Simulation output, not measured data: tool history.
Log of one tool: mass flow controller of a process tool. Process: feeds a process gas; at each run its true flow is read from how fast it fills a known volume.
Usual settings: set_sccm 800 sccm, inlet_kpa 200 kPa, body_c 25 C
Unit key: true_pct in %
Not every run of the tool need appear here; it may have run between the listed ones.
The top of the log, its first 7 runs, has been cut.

| run | hour | set_sccm | inlet_kpa | body_c | true_pct |
|---|---|---|---|---|---|
| 8 | 758.8 | 800 | 200 | 25 | 99.19 |
| 9 | 887.7 | 800 | 200 | 25 | 99.10 |
| 10 | 953.0 | 800 | 200 | 25 | 99.13 |
| 11 | 1082.8 | 800 | 200 | 28 | 99.27 |
| 12 | 1150.6 | 800 | 200 | 28 | 99.20 |
| 13 | 1217.9 | 800 | 200 | 28 | 99.15 |
| 14 | 1283.7 | 800 | 200 | 28 | 99.16 |
| 15 | 1409.8 | 800 | 200 | 25 | 99.02 |
| 16 | 1520.4 | 800 | 200 | 25 | 99.03 |
| 17 | 1626.7 | 219 | 200 | 25 | 97.20 |
| 18 | 1691.3 | 800 | 191 | 25 | 98.83 |
| 19 | 1769.2 | 800 | 191 | 25 | 98.88 |
| 20 | 1859.6 | 800 | 191 | 25 | 98.77 |
| 21 | 1998.1 | 800 | 191 | 25 | 98.72 |
| 22 | 2105.1 | 743 | 261 | 25 | 99.02 |
| 23 | 2168.7 | 743 | 154 | 25 | 98.41 |
| 24 | 2255.9 | 800 | 171 | 26 | 98.59 |
| 25 | 2315.4 | 124 | 200 | 30 | 96.86 |
| 26 | 2438.8 | 164 | 147 | 35 | 96.77 |
| 27 | 2499.3 | 164 | 147 | 35 | 96.91 |
| 28 | 2612.8 | 164 | 147 | 35 | 96.90 |
| 29 | 2673.1 | 800 | 200 | 25 | 98.76 |

Estimate the outcome of run 30 from the log above:
| 30 | 2749.6 | 800 | 200 | 25 | ? |

true_pct: 98.75 %
Were there no unlogged condition in the tool, this run, its random variation unchanged, would have produced true_pct 99.50 %.
